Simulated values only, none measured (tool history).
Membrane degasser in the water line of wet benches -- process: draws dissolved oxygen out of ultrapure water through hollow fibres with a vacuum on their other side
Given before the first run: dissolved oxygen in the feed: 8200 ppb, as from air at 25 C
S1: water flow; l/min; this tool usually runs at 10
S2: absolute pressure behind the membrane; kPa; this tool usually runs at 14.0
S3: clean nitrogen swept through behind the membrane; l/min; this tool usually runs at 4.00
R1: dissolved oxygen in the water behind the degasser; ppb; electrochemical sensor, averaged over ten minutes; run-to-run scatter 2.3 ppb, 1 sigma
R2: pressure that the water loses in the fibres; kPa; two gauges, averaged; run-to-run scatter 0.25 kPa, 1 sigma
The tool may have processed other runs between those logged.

run    hour  S1    S2     S3     R1      R2
  1     0.0  10  14.0   4.00  263.2   71.00
  2    68.8  10  14.0   4.00  261.6   70.72
  3   142.5  10  14.0   4.00  261.1   70.98
  4   225.0  10  14.0   4.00  263.0   70.55
  5   294.6  10  22.0   4.00  316.8   71.58
  6   373.6  10  22.0   4.00  314.2   70.92
  7   454.8  10   9.9   4.00  244.4   70.97
  8   496.2  10   9.9   4.00  244.5   70.98
  9   581.2  10   9.9   4.00  246.2   71.46
 10   633.9  10  14.0   9.64  232.0   71.28
      719.0  -- vacuum gauge calibrated
 11   719.0   7  14.0   4.00  176.9   50.21
 12   768.4   7  14.0   4.00  179.0   50.17
 13   845.8   8  14.3   3.96  212.0   57.68
 14   919.9  11  16.0  10.75  261.6   79.00
 15   986.8   9  16.0  10.75  209.0   64.63
 16  1063.1   9  16.0  10.75  205.4   64.95
 17  1121.7  15  10.0   4.00  386.4  108.23
 18  1172.2  14  18.2   7.43  376.3  101.00
     1223.2  -- vacuum gauge calibrated, once more
     1231.3  -- seals of the vacuum lines changed
 19  1240.8  12  14.0   4.00  330.3   86.85
 20  1312.0  13  14.0   4.00  362.5   93.60
 21  1360.5  13   8.5   3.90  329.2   93.79
 22  1416.5  13   8.6   2.36  350.2   93.96
 23  1499.5   8   8.6   1.94  213.6   57.85
 24  1571.3   8   8.6   1.94  214.1   58.38

4 ways to go on from here, each from the tool as it stands after run 24. What would each give?
  A  1613.9  13  19.3  1.74   ?   ?
  B  1613.9  14  20.2  1.75   ?   ?
  C  1613.9   7  11.9  8.84   ?   ?
  D  1613.9  12  16.2  6.30   ?   ?

run     R1      R2
  A  555.0   94.74
  B  596.8  101.86
  C  154.5   50.52
  D  325.3   86.99
With the hidden condition removed and each run's random variation left untouched, the same runs would have given:
run     R1     R2
  A  497.3  88.61
  B  537.5  95.27
  C  120.5  47.26
  D  269.3  81.35

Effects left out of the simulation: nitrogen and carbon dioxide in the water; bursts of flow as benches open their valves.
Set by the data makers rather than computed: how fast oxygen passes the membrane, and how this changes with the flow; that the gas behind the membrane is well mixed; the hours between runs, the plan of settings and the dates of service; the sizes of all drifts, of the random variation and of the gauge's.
